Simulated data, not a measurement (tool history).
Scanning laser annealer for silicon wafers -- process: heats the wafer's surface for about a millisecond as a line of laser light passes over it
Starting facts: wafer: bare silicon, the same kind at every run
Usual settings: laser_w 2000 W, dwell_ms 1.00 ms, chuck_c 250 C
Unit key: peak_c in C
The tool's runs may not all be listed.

| run | hour | laser_w | dwell_ms | chuck_c | peak_c |
|---|---|---|---|---|---|
| 1 | 0.0 | 2000 | 1.00 | 250 | 978 |
| 2 | 9.7 | 2000 | 1.00 | 250 | 978 |
| 3 | 20.8 | 2000 | 1.00 | 216 | 939 |
|  | 28.1 | window over the wafer cleaned |
| 4 | 36.4 | 2000 | 1.00 | 216 | 948 |
| 5 | 54.9 | 2000 | 1.00 | 216 | 948 |
| 6 | 77.2 | 2000 | 1.00 | 216 | 946 |
| 7 | 86.8 | 2000 | 1.00 | 250 | 979 |
| 8 | 103.5 | 2081 | 1.00 | 250 | 1018 |
| 9 | 124.9 | 2081 | 1.00 | 250 | 1018 |
| 10 | 136.6 | 2081 | 1.00 | 250 | 1018 |
| 11 | 147.2 | 2081 | 1.00 | 250 | 1017 |
| 12 | 158.4 | 2081 | 1.00 | 250 | 1015 |
| 13 | 176.3 | 2081 | 1.00 | 250 | 1017 |
| 14 | 198.1 | 2081 | 1.00 | 250 | 1019 |
| 15 | 216.7 | 2000 | 1.00 | 250 | 978 |
| 16 | 230.0 | 1951 | 1.00 | 250 | 956 |
| 17 | 246.1 | 1951 | 1.00 | 250 | 959 |
| 18 | 265.2 | 2000 | 1.00 | 269 | 1002 |
| 19 | 275.5 | 2000 | 1.00 | 269 | 995 |
| 20 | 294.7 | 2000 | 1.00 | 250 | 976 |
| 21 | 309.3 | 2000 | 1.00 | 250 | 978 |
| 22 | 323.6 | 1996 | 0.81 | 250 | 892 |
| 23 | 334.0 | 1911 | 0.81 | 245 | 856 |
| 24 | 354.2 | 1911 | 0.81 | 245 | 854 |
| 25 | 365.6 | 1911 | 1.19 | 245 | 1009 |
| 26 | 377.3 | 1730 | 0.87 | 253 | 818 |
| 27 | 400.1 | 1730 | 0.87 | 253 | 820 |
| 28 | 411.9 | 2158 | 1.00 | 260 | 1057 |
| 29 | 430.4 | 2015 | 1.00 | 254 | 990 |
| 30 | 451.9 | 2142 | 1.15 | 272 | 1133 |
| 31 | 465.2 | 2142 | 1.15 | 272 | 1130 |
| 32 | 486.2 | 2142 | 1.15 | 272 | 1131 |
| 33 | 499.1 | 1712 | 1.15 | 272 | 928 |
| 34 | 516.0 | 2153 | 1.24 | 249 | 1150 |
| 35 | 535.8 | 2153 | 0.72 | 245 | 905 |
| 36 | 556.0 | 2010 | 0.78 | 234 | 869 |
| 37 | 575.3 | 2000 | 0.79 | 223 | 859 |
| 38 | 591.3 | 2000 | 0.79 | 223 | 855 |
| 39 | 610.2 | 2000 | 0.79 | 223 | 859 |
| 40 | 632.0 | 2000 | 0.79 | 223 | 859 |
| 41 | 647.5 | 2000 | 1.00 | 229 | 955 |

Consider 3 possible next runs. They are alternatives, not a sequence: every one starts from the tool as it was left by run 41. What does each give?
| A | 668.9 | 2084 | 1.00 | 250 | ? |
| B | 668.9 | 2109 | 0.78 | 234 | ? |
| C | 668.9 | 1903 | 1.01 | 266 | ? |

| run | peak_c |
|---|---|
| A | 1013 |
| B | 904 |
| C | 955 |
Without the tool's hidden state the same runs would have given:
| run | peak_c |
|---|---|
| A | 1016 |
| B | 906 |
| C | 958 |

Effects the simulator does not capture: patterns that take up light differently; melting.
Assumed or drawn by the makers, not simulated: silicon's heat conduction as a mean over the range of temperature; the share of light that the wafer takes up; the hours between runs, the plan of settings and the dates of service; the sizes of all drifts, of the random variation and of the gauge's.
